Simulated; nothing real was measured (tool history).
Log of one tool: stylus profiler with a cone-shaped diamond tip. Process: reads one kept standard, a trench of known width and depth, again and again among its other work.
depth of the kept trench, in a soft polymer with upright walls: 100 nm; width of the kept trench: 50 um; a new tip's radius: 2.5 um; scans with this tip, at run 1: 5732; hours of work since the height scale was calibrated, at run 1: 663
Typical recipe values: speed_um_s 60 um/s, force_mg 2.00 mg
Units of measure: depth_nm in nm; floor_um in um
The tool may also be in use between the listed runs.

run   hour  speed_um_s  force_mg  scans with this tip  hours of work since the height scale was calibrated  depth_nm  floor_um
  1    0.0          60      2.00                 5732                                                  663    101.39     48.28
  2   29.6         224      2.00                 5870                                                  679    101.46     47.24
  3   66.3          60      2.00                 6041                                                  699    101.42     48.25
  4   95.2          60      2.00                 6176                                                  715    101.44     48.24
  5  134.2          60      2.66                 6358                                                  736    101.76     48.29
  6  154.9          60      2.66                 6454                                                  747    101.74     48.33
  7  174.6          60      3.03                 6546                                                  758    101.93     48.31
  8  210.5          60      3.03                 6714                                                  777    101.95     48.29
  9  227.5          35      1.09                 6793                                                  786    100.99     48.33
 10  254.7          35      1.09                 6920                                                  801    100.99     48.36
 11  283.6         139      2.00                 7055                                                  817    101.48     47.72
 12  307.3         109      2.00                 7165                                                  829    101.43     47.92
 13  336.9          85      2.65                 7303                                                  845    101.81     48.13
 14  367.9          20      1.54                 7448                                                  862    101.17     48.46
 15  386.5         134      1.62                 7535                                                  872    101.25     47.69

Below are 4 alternative next runs, each starting from the tool's condition after run 15. Predict each:
  A  421.5          98      5.66                 7698                                                  891         ?         ?
  B  421.5         112      1.12                 7698                                                  891         ?         ?
  C  421.5         134      4.16                 7698                                                  891         ?         ?
  D  421.5          16      5.05                 7698                                                  891         ?         ?

run  depth_nm  floor_um
  A    102.93     48.28
  B    100.98     47.66
  C    102.37     48.03
  D    102.70     48.55
The same runs, with their run-to-run variation unchanged, on a tool lacking any hidden condition would have given:
run  depth_nm  floor_um
  A    102.93     48.28
  B    100.99     47.67
  C    102.38     48.04
  D    102.70     48.56
